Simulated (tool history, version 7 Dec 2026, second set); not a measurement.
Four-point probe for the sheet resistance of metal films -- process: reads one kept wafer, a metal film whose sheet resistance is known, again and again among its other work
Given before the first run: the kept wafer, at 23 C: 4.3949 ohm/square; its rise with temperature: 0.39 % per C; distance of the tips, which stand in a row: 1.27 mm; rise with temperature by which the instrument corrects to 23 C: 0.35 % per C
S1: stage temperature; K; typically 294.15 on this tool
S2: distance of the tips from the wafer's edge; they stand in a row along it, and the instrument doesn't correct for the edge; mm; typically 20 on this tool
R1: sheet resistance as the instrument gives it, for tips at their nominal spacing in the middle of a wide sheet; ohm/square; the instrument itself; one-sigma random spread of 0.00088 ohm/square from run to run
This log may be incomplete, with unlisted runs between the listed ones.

run	hour	S1	S2	R1
1	0.0	294.15	20	4.401175
2	81.7	296.15	20	4.404512
3	204.7	296.15	20	4.404692
4	323.6	299.15	20	4.408747
5	416.8	299.15	20	4.409828
6	472.1	299.15	20	4.409026
7	554.1	299.15	14	4.419728
8	662.1	299.15	14	4.418828
9	734.0	299.15	14	4.419954
10	838.0	299.15	14	4.419171
11	945.2	294.15	14	4.411176
12	1018.1	294.15	14	4.410828
13	1135.2	294.15	14	4.412502
14	1195.1	294.15	19	4.402685
15	1304.8	294.15	19	4.401647
16	1371.7	307.15	19	4.423802
17	1443.2	307.15	19	4.423959
18	1566.5	307.15	19	4.422883
19	1630.3	294.15	12	4.417102
20	1707.1	299.15	26	4.405677
21	1818.7	299.15	26	4.404377
22	1888.0	299.15	26	4.406367
23	1957.7	299.15	26	4.406084
24	2079.6	299.15	26	4.404993
25	2199.6	299.15	26	4.404502
26	2303.5	299.15	24	4.407170
27	2408.9	302.15	54	4.406254
28	2502.6	297.15	7	4.473697
29	2619.5	300.15	8	4.460738
30	2713.8	296.15	8	4.453974
31	2798.9	296.15	73	4.396910
32	2866.0	300.15	23	4.410439
33	2970.6	294.15	54	4.393016
34	3032.6	296.15	18	4.406110
35	3134.0	296.15	14	4.414679
36	3247.2	302.15	53	4.405361

Removed from this log: 3 entries logged between the listed runs. Between which two listed runs does each belong, and how does the tool's hidden state at the listed run before it compare with that at the listed run after it?
From run 4 to run 5: stage's thermometer calibrated (hour 340.4)
  inner tips' distance over the nominal, %: 0.002 -> 0.003
From run 19 to run 20: new probe head fitted (hour 1695.3)
  inner tips' distance over the nominal, %: 0.006 -> -0.002; tips' flats over new ones', %: 1 -> 0
From run 30 to run 31: stage's thermometer calibrated (hour 2732.2)
  nothing in the hidden state changes from one run to the other
